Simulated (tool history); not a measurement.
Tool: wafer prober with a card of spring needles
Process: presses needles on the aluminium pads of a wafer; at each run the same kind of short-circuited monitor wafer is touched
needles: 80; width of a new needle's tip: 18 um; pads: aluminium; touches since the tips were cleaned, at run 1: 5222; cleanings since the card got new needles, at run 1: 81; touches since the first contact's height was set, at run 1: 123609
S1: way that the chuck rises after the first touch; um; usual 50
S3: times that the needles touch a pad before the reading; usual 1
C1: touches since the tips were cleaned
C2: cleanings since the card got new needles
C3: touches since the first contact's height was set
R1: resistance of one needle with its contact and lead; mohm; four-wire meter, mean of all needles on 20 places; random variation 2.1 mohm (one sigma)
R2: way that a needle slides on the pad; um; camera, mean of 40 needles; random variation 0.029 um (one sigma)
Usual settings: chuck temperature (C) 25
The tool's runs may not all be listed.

run 1 hour=0 | S1=50 chuck_temperature_(C)=25 S3=1 | C1=5222 C2=81 C3=123609 | R1=235 R2=7.26
-- hour=2 tips cleaned on abrasive film
-- hour=15.8 tips cleaned on abrasive film
run 2 hour=21.9 | S1=50 chuck_temperature_(C)=25 S3=1 | C1=3143 C2=83 C3=134850 | R1=227 R2=7.32
-- hour=29.6 tips cleaned on abrasive film
-- hour=42.8 tips cleaned on abrasive film
run 3 hour=49.5 | S1=50 chuck_temperature_(C)=25 S3=1 | C1=3496 C2=85 C3=149046 | R1=233 R2=7.27
-- hour=55.4 tips cleaned on abrasive film
-- hour=55.7 height of the first contact set anew
-- hour=68.9 tips cleaned on abrasive film
-- hour=81.7 tips cleaned on abrasive film
-- hour=94.7 tips cleaned on abrasive film
run 4 hour=94.7 | S1=50 chuck_temperature_(C)=25 S3=1 | C1=0 C2=89 C3=19993 | R1=238 R2=7.22
-- hour=107.7 tips cleaned on abrasive film
run 5 hour=117.1 | S1=50 chuck_temperature_(C)=25 S3=1 | C1=4839 C2=90 C3=31536 | R1=237 R2=7.28
-- hour=119.5 tips cleaned on abrasive film
-- hour=131.8 tips cleaned on abrasive film
-- hour=145.1 tips cleaned on abrasive film
run 6 hour=145.1 | S1=64 chuck_temperature_(C)=25 S3=1 | C1=0 C2=93 C3=45896 | R1=233 R2=9.32
-- hour=158.1 tips cleaned on abrasive film
run 7 hour=165.2 | S1=50 chuck_temperature_(C)=25 S3=1 | C1=3677 C2=94 C3=56264 | R1=235 R2=7.22
-- hour=170.5 tips cleaned on abrasive film
-- hour=183.5 tips cleaned on abrasive film
run 8 hour=195 | S1=32 chuck_temperature_(C)=25 S3=1 | C1=5956 C2=96 C3=71577 | R1=242 R2=4.66
-- hour=198 tips cleaned on abrasive film
-- hour=211.7 tips cleaned on abrasive film
-- hour=226.2 tips cleaned on abrasive film
run 9 hour=233.2 | S1=50 chuck_temperature_(C)=58 S3=1 | C1=3590 C2=99 C3=91166 | R1=243 R2=7.25
-- hour=238.6 tips cleaned on abrasive film
-- hour=251.1 tips cleaned on abrasive film
run 10 hour=256.3 | S1=50 chuck_temperature_(C)=58 S3=1 | C1=2702 C2=101 C3=103064 | R1=244 R2=7.24
-- hour=264.3 tips cleaned on abrasive film
-- hour=278.7 tips cleaned on abrasive film
run 11 hour=283.2 | S1=50 chuck_temperature_(C)=58 S3=1 | C1=2308 C2=103 C3=116857 | R1=247 R2=7.2
-- hour=291 tips cleaned on abrasive film
-- hour=304.6 tips cleaned on abrasive film
run 12 hour=309.1 | S1=50 chuck_temperature_(C)=58 S3=1 | C1=2355 C2=105 C3=130182 | R1=243 R2=7.21
-- hour=317.9 tips cleaned on abrasive film
-- hour=331.7 tips cleaned on abrasive film
-- hour=344.6 tips cleaned on abrasive film
-- hour=350.3 height of the first contact set anew
run 13 hour=353.1 | S1=50 chuck_temperature_(C)=25 S3=1 | C1=4291 C2=108 C3=1461 | R1=233 R2=7.26
-- hour=359 tips cleaned on abrasive film
-- hour=372.2 tips cleaned on abrasive film
run 14 hour=379.3 | S1=50 chuck_temperature_(C)=25 S3=1 | C1=3682 C2=110 C3=14907 | R1=235 R2=7.18
-- hour=384.7 tips cleaned on abrasive film
-- hour=399.3 tips cleaned on abrasive film
-- hour=411.8 tips cleaned on abrasive film
run 15 hour=420.3 | S1=50 chuck_temperature_(C)=75 S3=2 | C1=4444 C2=113 C3=35988 | R1=248 R2=7.22
-- hour=426 tips cleaned on abrasive film
-- hour=439.9 tips cleaned on abrasive film
-- hour=453.6 tips cleaned on abrasive film
run 16 hour=455.6 | S1=50 chuck_temperature_(C)=75 S3=2 | C1=1052 C2=116 C3=54088 | R1=246 R2=7.21
-- hour=465.9 tips cleaned on abrasive film
run 17 hour=474.1 | S1=66 chuck_temperature_(C)=62 S3=2 | C1=4248 C2=117 C3=63613 | R1=242 R2=9.5
-- hour=479.6 tips cleaned on abrasive film
-- hour=491.3 tips cleaned on abrasive film
-- hour=505.5 tips cleaned on abrasive film
run 18 hour=507 | S1=43 chuck_temperature_(C)=51 S3=3 | C1=754 C2=120 C3=80482 | R1=247 R2=6.19
-- hour=517.2 tips cleaned on abrasive film
-- hour=529.5 tips cleaned on abrasive film
run 19 hour=538.8 | S1=43 chuck_temperature_(C)=51 S3=2 | C1=4792 C2=122 C3=96841 | R1=246 R2=6.16
-- hour=541.8 tips cleaned on abrasive film
-- hour=554.8 tips cleaned on abrasive film
run 20 hour=559.3 | S1=43 chuck_temperature_(C)=34 S3=2 | C1=2340 C2=124 C3=107354 | R1=242 R2=6.16
-- hour=567.9 tips cleaned on abrasive film
-- hour=580.7 tips cleaned on abrasive film
-- hour=592.9 tips cleaned on abrasive film
run 21 hour=601.7 | S1=43 chuck_temperature_(C)=34 S3=2 | C1=4516 C2=127 C3=129125 | R1=244 R2=6.17
-- hour=604.7 tips cleaned on abrasive film
-- hour=618 tips cleaned on abrasive film
-- hour=630.8 tips cleaned on abrasive film
run 22 hour=633.6 | S1=45 chuck_temperature_(C)=25 S3=2 | C1=1465 C2=130 C3=145503 | R1=239 R2=6.42
-- hour=644.1 tips cleaned on abrasive film
-- hour=644.4 height of the first contact set anew
-- hour=656.6 tips cleaned on abrasive film
run 23 hour=656.6 | S1=33 chuck_temperature_(C)=46 S3=1 | C1=0 C2=132 C3=6303 | R1=247 R2=4.75
-- hour=669.2 tips cleaned on abrasive film
run 24 hour=679.9 | S1=38 chuck_temperature_(C)=36 S3=2 | C1=5561 C2=133 C3=18311 | R1=244 R2=5.46
-- hour=682.9 tips cleaned on abrasive film
-- hour=696.1 tips cleaned on abrasive film
-- hour=709.7 tips cleaned on abrasive film
run 25 hour=714.1 | S1=61 chuck_temperature_(C)=90 S3=2 | C1=2246 C2=136 C3=35819 | R1=250 R2=8.77
-- hour=722.3 tips cleaned on abrasive film
-- hour=736.6 tips cleaned on abrasive film
run 26 hour=742.3 | S1=61 chuck_temperature_(C)=90 S3=2 | C1=2952 C2=138 C3=50358 | R1=253 R2=8.75
-- hour=749.9 tips cleaned on abrasive film
-- hour=764.4 tips cleaned on abrasive film
run 27 hour=772.7 | S1=61 chuck_temperature_(C)=90 S3=2 | C1=4285 C2=140 C3=65981 | R1=248 R2=8.74
-- hour=778.6 tips cleaned on abrasive film
-- hour=792.7 tips cleaned on abrasive film
-- hour=804.5 tips cleaned on abrasive film
run 28 hour=810.7 | S1=61 chuck_temperature_(C)=90 S3=2 | C1=3199 C2=143 C3=85473 | R1=245 R2=8.74

3 ways to go on from here, each from the tool as it stands after run 28. What would each give?
-- hour=816.6 tips cleaned on abrasive film
-- hour=829.2 tips cleaned on abrasive film
-- hour=841.7 tips cleaned on abrasive film
run A hour=842.3 | S1=55 chuck_temperature_(C)=32 S3=2 | C1=293 C2=146 C3=101661 | R1=? R2=?
-- hour=816.6 tips cleaned on abrasive film
-- hour=829.2 tips cleaned on abrasive film
-- hour=841.7 tips cleaned on abrasive film
run B hour=842.3 | S1=68 chuck_temperature_(C)=58 S3=3 | C1=293 C2=146 C3=101661 | R1=? R2=?
-- hour=816.6 tips cleaned on abrasive film
-- hour=829.2 tips cleaned on abrasive film
-- hour=841.7 tips cleaned on abrasive film
run C hour=842.3 | S1=55 chuck_temperature_(C)=25 S3=2 | C1=293 C2=146 C3=101661 | R1=? R2=?

run=A R1=239 R2=7.9
run=B R1=241 R2=9.73
run=C R1=234 R2=7.89
Without the tool's hidden state the same runs would have given:
run=A R1=239 R2=8.03
run=B R1=241 R2=9.89
run=C R1=234 R2=8.01
